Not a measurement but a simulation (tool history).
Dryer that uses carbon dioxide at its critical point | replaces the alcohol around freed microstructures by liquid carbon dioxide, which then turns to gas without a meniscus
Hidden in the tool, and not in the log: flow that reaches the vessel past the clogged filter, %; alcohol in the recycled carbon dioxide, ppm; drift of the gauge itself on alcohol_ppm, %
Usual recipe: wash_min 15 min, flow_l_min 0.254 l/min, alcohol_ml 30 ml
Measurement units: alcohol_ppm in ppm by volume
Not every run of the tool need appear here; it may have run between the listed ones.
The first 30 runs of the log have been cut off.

run     day  wash_min  flow_l_min  alcohol_ml  hours of work since the filter was changed  hours of work since the purifier's bed was changed  alcohol_ppm
 31  24.162        21       0.378          21                                         199                                                 602           20
 32  25.246        11       0.254          28                                         212                                                 615          579
 33  26.062        12       0.417          88                                         221                                                 624           68
 34  26.521        10       0.417          88                                         227                                                 630          205
 35  27.321        10       0.417          88                                         236                                                 639          220
 36  28.162        10       0.417          88                                         246                                                 649          231
 37  29.238         9       0.243          80                                         259                                                 662         4695
 38  30.154        12       0.177          80                                         270                                                 673         5271
 39  31.075        19       0.339          84                                         281                                                 684           40
     31.567  -- inlet filter changed
 40  31.683        16       0.254          26                                           1                                                 690           60
 41  32.754        13       0.163          30                                          14                                                 703         1270

Branching from run 41: 4 alternative next runs. What would each branch give?
  A  33.638        10       0.254          52                                          25                                                 713            ?
  B  33.638        11       0.199          73                                          25                                                 713            ?
  C  33.638        14       0.218          71                                          25                                                 713            ?
  D  33.638        13       0.317          49                                          25                                                 713            ?

run  alcohol_ppm
  A         1036
  B         2797
  C          573
  D           84
The same runs, with their run-to-run variation unchanged, on a tool lacking any hidden condition would have given:
run  alcohol_ppm
  A          944
  B         2609
  C          504
  D           54

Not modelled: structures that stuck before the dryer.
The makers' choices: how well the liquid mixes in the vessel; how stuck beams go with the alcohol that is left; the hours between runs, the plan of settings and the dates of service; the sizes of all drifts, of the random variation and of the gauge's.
